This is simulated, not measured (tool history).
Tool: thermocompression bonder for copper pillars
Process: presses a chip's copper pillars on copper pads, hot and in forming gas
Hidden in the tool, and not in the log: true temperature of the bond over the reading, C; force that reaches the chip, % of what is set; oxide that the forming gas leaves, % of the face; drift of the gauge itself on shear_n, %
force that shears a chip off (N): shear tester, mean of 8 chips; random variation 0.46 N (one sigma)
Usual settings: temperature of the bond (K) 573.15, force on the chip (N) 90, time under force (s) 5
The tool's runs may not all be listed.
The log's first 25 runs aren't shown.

| run | hour | temperature of the bond (K) | force on the chip (N) | time under force (s) | hours of work since the heater was calibrated | hours of work since the force cell was calibrated | hours of work since the gas filter was changed | force that shears a chip off (N) |
|---|---|---|---|---|---|---|---|---|
| 26 | 617.9 | 556.15 | 88 | 5 | 247 | 377 | 104 | 38.4 |
| 27 | 640.4 | 569.15 | 127 | 5 | 260 | 389 | 116 | 58.3 |
| 28 | 664.6 | 597.15 | 129 | 5 | 272 | 401 | 129 | 70.2 |
| 29 | 692.7 | 573.15 | 133 | 9 | 287 | 416 | 144 | 70.0 |
| 30 | 711.8 | 554.15 | 91 | 10 | 298 | 427 | 154 | 47.1 |
| 31 | 734.7 | 554.15 | 91 | 10 | 310 | 439 | 166 | 47.0 |
| 32 | 771.3 | 554.15 | 91 | 10 | 329 | 458 | 185 | 46.7 |
| 33 | 793.6 | 573.15 | 90 | 8 | 341 | 470 | 197 | 51.8 |
| 34 | 828.8 | 573.15 | 90 | 13 | 360 | 489 | 216 | 59.0 |
|  | 843.7 | forming gas filter changed |
| 35 | 860.3 | 573.15 | 90 | 13 | 376 | 505 | 9 | 66.3 |
| 36 | 877.0 | 573.15 | 66 | 12 | 385 | 514 | 18 | 51.0 |
| 37 | 900.0 | 573.15 | 66 | 12 | 397 | 526 | 30 | 50.8 |
| 38 | 921.0 | 572.15 | 108 | 5 | 409 | 538 | 41 | 56.3 |
| 39 | 955.7 | 573.15 | 90 | 7 | 427 | 556 | 60 | 54.0 |

Forecast each of these 4 alternatives for the next run:
| A | 980.7 | 573.15 | 90 | 9 | 440 | 569 | 73 | ? |
| B | 980.7 | 592.15 | 91 | 3 | 440 | 569 | 73 | ? |
| C | 980.7 | 573.15 | 90 | 7 | 440 | 569 | 73 | ? |
| D | 980.7 | 561.15 | 90 | 8 | 440 | 569 | 73 | ? |

| run | force that shears a chip off (N) |
|---|---|
| A | 58.4 |
| B | 49.1 |
| C | 53.6 |
| D | 50.9 |
Without the tool's hidden state the same runs would have given:
| run | force that shears a chip off (N) |
|---|---|
| A | 57.8 |
| B | 48.5 |
| C | 52.9 |
| D | 49.9 |

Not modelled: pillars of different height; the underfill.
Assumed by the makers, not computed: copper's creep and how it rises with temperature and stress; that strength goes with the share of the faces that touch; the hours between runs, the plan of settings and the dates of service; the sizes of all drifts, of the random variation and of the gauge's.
